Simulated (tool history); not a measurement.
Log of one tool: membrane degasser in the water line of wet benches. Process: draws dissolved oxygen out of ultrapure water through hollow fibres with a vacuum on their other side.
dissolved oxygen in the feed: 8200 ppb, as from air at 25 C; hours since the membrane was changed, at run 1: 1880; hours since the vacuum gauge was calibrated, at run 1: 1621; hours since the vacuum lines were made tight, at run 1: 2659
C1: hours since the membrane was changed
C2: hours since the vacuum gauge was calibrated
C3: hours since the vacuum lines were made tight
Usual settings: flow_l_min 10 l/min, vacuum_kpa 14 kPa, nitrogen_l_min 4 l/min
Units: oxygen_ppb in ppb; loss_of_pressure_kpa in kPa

Run 1, hour 0: usual settings; C1 1880; C2 1621; C3 2659. Result: oxygen_ppb 141.5 ppb, loss_of_pressure_kpa 60.36 kPa.
Run 2, hour 33.3: usual settings but nitrogen_l_min 2.58 l/min; C1 1913; C2 1655; C3 2692. Result: oxygen_ppb 176.6 ppb, loss_of_pressure_kpa 60.66 kPa.
Run 3, hour 62.6: usual settings but nitrogen_l_min 2.58 l/min; C1 1943; C2 1684; C3 2722. Result: oxygen_ppb 173.8 ppb, loss_of_pressure_kpa 60.58 kPa.
Run 4, hour 91.5: usual settings but nitrogen_l_min 2.58 l/min; C1 1972; C2 1713; C3 2751. Result: oxygen_ppb 174.8 ppb, loss_of_pressure_kpa 61.09 kPa.
Run 5, hour 149: usual settings but nitrogen_l_min 2.54 l/min; C1 2029; C2 1770; C3 2808. Result: oxygen_ppb 176.4 ppb, loss_of_pressure_kpa 60.9 kPa.
Run 6, hour 182.4: usual settings but nitrogen_l_min 2.54 l/min; C1 2062; C2 1804; C3 2842. Result: oxygen_ppb 175 ppb, loss_of_pressure_kpa 60.79 kPa.
Run 7, hour 222.2: usual settings but nitrogen_l_min 2.54 l/min; C1 2102; C2 1844; C3 2881. Result: oxygen_ppb 175.5 ppb, loss_of_pressure_kpa 61.21 kPa.
Run 8, hour 259.7: usual settings but nitrogen_l_min 2.54 l/min; C1 2140; C2 1881; C3 2919. Result: oxygen_ppb 179 ppb, loss_of_pressure_kpa 61.06 kPa.
Run 9, hour 289.5: usual settings but vacuum_kpa 18.6 kPa, nitrogen_l_min 2.54 l/min; C1 2170; C2 1911; C3 2949. Result: oxygen_ppb 219.1 ppb, loss_of_pressure_kpa 61.61 kPa.
Run 10, hour 326.6: usual settings but vacuum_kpa 18.6 kPa, nitrogen_l_min 2.54 l/min; C1 2207; C2 1948; C3 2986. Result: oxygen_ppb 217.6 ppb, loss_of_pressure_kpa 61.64 kPa.
Run 11, hour 386.1: usual settings; C1 2266; C2 2008; C3 3045. Result: oxygen_ppb 137.8 ppb, loss_of_pressure_kpa 61.05 kPa.
Run 12, hour 428.8: usual settings; C1 2309; C2 2050; C3 3088. Result: oxygen_ppb 139.2 ppb, loss_of_pressure_kpa 61.66 kPa.
Run 13, hour 470: usual settings; C1 2350; C2 2091; C3 3129. Result: oxygen_ppb 141 ppb, loss_of_pressure_kpa 61.7 kPa.
Run 14, hour 495.5: usual settings; C1 2376; C2 2117; C3 3155. Result: oxygen_ppb 137.3 ppb, loss_of_pressure_kpa 61.42 kPa.
Run 15, hour 549.7: usual settings; C1 2430; C2 2171; C3 3209. Result: oxygen_ppb 138.3 ppb, loss_of_pressure_kpa 61.42 kPa.
Run 16, hour 587.8: usual settings; C1 2468; C2 2209; C3 3247. Result: oxygen_ppb 141.1 ppb, loss_of_pressure_kpa 62.17 kPa.
At hour 621.7: seals of the vacuum lines changed.
Run 17, hour 621.7: usual settings but flow_l_min 7 l/min; C1 2500; C2 2241; C3 0. Result: oxygen_ppb 82.3 ppb, loss_of_pressure_kpa 43.7 kPa.
Run 18, hour 654.3: usual settings but vacuum_kpa 28.8 kPa, nitrogen_l_min 3.2 l/min; C1 2532; C2 2274; C3 33. Result: oxygen_ppb 261.2 ppb, loss_of_pressure_kpa 62.38 kPa.
At hour 687.6: gauge calibrated.
Run 19, hour 695.3: usual settings but flow_l_min 14 l/min, vacuum_kpa 8.9 kPa, nitrogen_l_min 2.41 l/min; C1 2573; C2 2315; C3 74. Result: oxygen_ppb 209.5 ppb, loss_of_pressure_kpa 84.83 kPa.
Run 20, hour 720.4: usual settings but flow_l_min 14 l/min, vacuum_kpa 8.9 kPa, nitrogen_l_min 2.41 l/min; C1 2598; C2 2340; C3 99. Result: oxygen_ppb 211.8 ppb, loss_of_pressure_kpa 84.62 kPa.
Run 21, hour 761.5: usual settings but vacuum_kpa 10 kPa; C1 2640; C2 2381; C3 140. Result: oxygen_ppb 113.9 ppb, loss_of_pressure_kpa 60.76 kPa.
Run 22, hour 800.3: usual settings but vacuum_kpa 19.2 kPa, nitrogen_l_min 1.9 l/min; C1 2678; C2 2420; C3 179. Result: oxygen_ppb 269.5 ppb, loss_of_pressure_kpa 60.5 kPa.
Run 23, hour 844.9: usual settings but vacuum_kpa 19.2 kPa, nitrogen_l_min 1.9 l/min; C1 2723; C2 2464; C3 223. Result: oxygen_ppb 271.9 ppb, loss_of_pressure_kpa 61.34 kPa.
Run 24, hour 876.8: usual settings but flow_l_min 12 l/min, vacuum_kpa 15.4 kPa, nitrogen_l_min 1.66 l/min; C1 2755; C2 2496; C3 255. Result: oxygen_ppb 304.9 ppb, loss_of_pressure_kpa 73.55 kPa.
Run 25, hour 933.1: usual settings but flow_l_min 7 l/min, vacuum_kpa 33.1 kPa; C1 2811; C2 2553; C3 311. Result: oxygen_ppb 166.2 ppb, loss_of_pressure_kpa 43.14 kPa.
Run 26, hour 979.1: usual settings but flow_l_min 14 l/min, vacuum_kpa 34 kPa, nitrogen_l_min 3.87 l/min; C1 2857; C2 2599; C3 357. Result: oxygen_ppb 388.4 ppb, loss_of_pressure_kpa 85.96 kPa.
Run 27, hour 1020.1: usual settings but flow_l_min 7 l/min, vacuum_kpa 12.5 kPa, nitrogen_l_min 2.05 l/min; C1 2898; C2 2640; C3 398. Result: oxygen_ppb 115.8 ppb, loss_of_pressure_kpa 42.73 kPa.
Run 28, hour 1057.4: usual settings but flow_l_min 15 l/min, nitrogen_l_min 6.39 l/min; C1 2935; C2 2677; C3 436. Result: oxygen_ppb 208.6 ppb, loss_of_pressure_kpa 91.56 kPa.
Run 29, hour 1101.2: usual settings but flow_l_min 15 l/min, nitrogen_l_min 6.39 l/min; C1 2979; C2 2721; C3 480. Result: oxygen_ppb 208.8 ppb, loss_of_pressure_kpa 92.29 kPa.
Run 30, hour 1138.4: usual settings but flow_l_min 12 l/min, vacuum_kpa 13.4 kPa; C1 3016; C2 2758; C3 517. Result: oxygen_ppb 174.6 ppb, loss_of_pressure_kpa 74.12 kPa.
Run 31, hour 1166.4: usual settings but flow_l_min 12 l/min, vacuum_kpa 13.4 kPa; C1 3044; C2 2786; C3 545. Result: oxygen_ppb 180.5 ppb, loss_of_pressure_kpa 74.17 kPa.
Run 32, hour 1220.6: usual settings but flow_l_min 7 l/min, vacuum_kpa 19 kPa, nitrogen_l_min 8.96 l/min; C1 3099; C2 2840; C3 599. Result: oxygen_ppb 65 ppb, loss_of_pressure_kpa 43.33 kPa.
Run 33, hour 1270.9: usual settings but nitrogen_l_min 5.28 l/min; C1 3149; C2 2890; C3 649. Result: oxygen_ppb 123.8 ppb, loss_of_pressure_kpa 62.2 kPa.

The same runs without the tool's hidden state, with the same run-to-run variation:
The hidden state here: membrane still open, %; true pressure behind the membrane over the reading, kPa; air that leaks in behind the membrane, l/min; drift of the gauge itself on oxygen_ppb, %; drift of the gauge itself on loss_of_pressure_kpa, %.
run  loss_of_pressure_kpa
  1                 60.35
  2                 60.58
  3                 60.42
  4                 60.87
  5                 60.55
  6                 60.36
  7                 60.68
  8                 60.45
  9                 60.93
 10                 60.88
 11                 60.15
 12                 60.67
 13                 60.61
 14                 60.27
 15                 60.15
 16                  60.8
 17                 42.69
 18                 60.86
 19                 84.78
 20                 84.49
 21                 60.57
 22                 60.23
 23                 60.96
 24                 73.01
 25                 42.73
 26                 84.99
 27                 42.19
 28                 90.26
 29                 90.84
 30                 72.85
 31                 72.83
 32                 42.46
 33                 60.83
oxygen_ppb: within 0.2 ppb of the measured result in every run.

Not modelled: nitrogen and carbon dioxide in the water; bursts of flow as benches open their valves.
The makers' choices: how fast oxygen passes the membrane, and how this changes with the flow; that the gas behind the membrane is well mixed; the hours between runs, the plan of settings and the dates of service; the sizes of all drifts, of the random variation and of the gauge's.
